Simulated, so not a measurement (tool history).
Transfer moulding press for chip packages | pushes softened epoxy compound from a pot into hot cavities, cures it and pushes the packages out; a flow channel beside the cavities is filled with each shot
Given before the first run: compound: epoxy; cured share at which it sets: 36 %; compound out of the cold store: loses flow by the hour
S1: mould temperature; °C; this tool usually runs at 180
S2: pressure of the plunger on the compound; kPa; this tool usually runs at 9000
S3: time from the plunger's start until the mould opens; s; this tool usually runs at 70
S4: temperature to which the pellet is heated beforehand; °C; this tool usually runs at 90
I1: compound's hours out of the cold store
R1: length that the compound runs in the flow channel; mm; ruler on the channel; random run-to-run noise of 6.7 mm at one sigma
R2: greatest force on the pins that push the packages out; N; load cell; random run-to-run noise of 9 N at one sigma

Run 1, hour 0: usual settings; I1 19.5. Result: R1 943 mm, R2 432 N.
At hour 26.8: cavities cleaned with cleaning compound and waxed.
Run 2, hour 38.1: usual settings; I1 19. Result: R1 945 mm, R2 460 N.
At hour 73.9: cavities cleaned with cleaning compound and waxed.
Run 3, hour 78.7: usual settings; I1 16.5. Result: R1 961 mm, R2 442 N.
At hour 109.5: plunger's sealing rings changed.
At hour 124.9: cavities cleaned with cleaning compound and waxed.
Run 4, hour 138.5: usual settings; I1 29.6. Result: R1 899 mm, R2 426 N.
At hour 170.4: cavities cleaned with cleaning compound and waxed.
Run 5, hour 196.7: usual settings; I1 14.5. Result: R1 974 mm, R2 451 N.
At hour 215.2: cavities cleaned with cleaning compound and waxed.
Run 6, hour 243.7: usual settings; I1 37.4. Result: R1 879 mm, R2 418 N.
At hour 258.4: cavities cleaned with cleaning compound and waxed.
At hour 283.3: plunger's sealing rings changed.
At hour 305.7: cavities cleaned with cleaning compound and waxed.
Run 7, hour 334.9: usual settings; I1 35. Result: R1 869 mm, R2 410 N.
At hour 355.4: cavities cleaned with cleaning compound and waxed.
Run 8, hour 385.4: usual settings; I1 18. Result: R1 959 mm, R2 453 N.
At hour 398.4: cavities cleaned with cleaning compound and waxed.
At hour 440.8: cavities cleaned with cleaning compound and waxed.
At hour 455.8: plunger's sealing rings changed.
Run 9, hour 477.6: usual settings; I1 26.5. Result: R1 914 mm, R2 438 N.
At hour 491.1: cavities cleaned with cleaning compound and waxed.
At hour 533.2: cavities cleaned with cleaning compound and waxed.
Run 10, hour 561.8: usual settings but S4 100 °C; I1 11.8. Result: R1 977 mm, R2 446 N.
At hour 579.8: cavities cleaned with cleaning compound and waxed.
At hour 622.5: cavities cleaned with cleaning compound and waxed.
At hour 629.7: plunger's sealing rings changed.
Run 11, hour 639.9: usual settings but S2 8690 kPa; I1 29.4. Result: R1 876 mm, R2 426 N.
At hour 670.2: cavities cleaned with cleaning compound and waxed.
Run 12, hour 681.4: usual settings but S4 82 °C; I1 15.5. Result: R1 959 mm, R2 464 N.
At hour 716.6: cavities cleaned with cleaning compound and waxed.
Run 13, hour 746.9: usual settings but S2 7170 kPa, S4 81 °C; I1 15.7. Result: R1 856 mm, R2 445 N.
At hour 762.6: cavities cleaned with cleaning compound and waxed.
At hour 804.2: plunger's sealing rings changed.
At hour 809.7: cavities cleaned with cleaning compound and waxed.
Run 14, hour 825.5: usual settings but S1 183 °C, S2 8660 kPa, S3 66 s; I1 42.6. Result: R1 815 mm, R2 406 N.
At hour 857.6: cavities cleaned with cleaning compound and waxed.
At hour 902.7: cavities cleaned with cleaning compound and waxed.
Run 15, hour 907.9: usual settings but S1 185 °C, S3 78 s, S4 86 °C; I1 46.8. Result: R1 797 mm, R2 295 N.
At hour 950: cavities cleaned with cleaning compound and waxed.
Run 16, hour 950: usual settings but S2 10330 kPa, S3 78 s, S4 86 °C; I1 46. Result: R1 902 mm, R2 340 N.
At hour 979.6: plunger's sealing rings changed.
At hour 995: cavities cleaned with cleaning compound and waxed.
At hour 1042.2: cavities cleaned with cleaning compound and waxed.
Run 17, hour 1046.2: usual settings but S2 10330 kPa, S3 78 s, S4 86 °C; I1 32.4. Result: R1 957 mm, R2 356 N.

For run 18, what comes out?
At hour 1087.1: cavities cleaned with cleaning compound and waxed.
At hour 1115.5: mould's thermocouples calibrated.
At hour 1132: cavities cleaned with cleaning compound and waxed.
Run 18, hour 1136.7: usual settings but S3 89 s; I1 28.1. Result: R1 ?, R2 ?.

{"run 18": {"R1": 899, "R2": 295}}
The same run, on a tool lacking any hidden state, would have yielded R1 900 mm, R2 294 N.
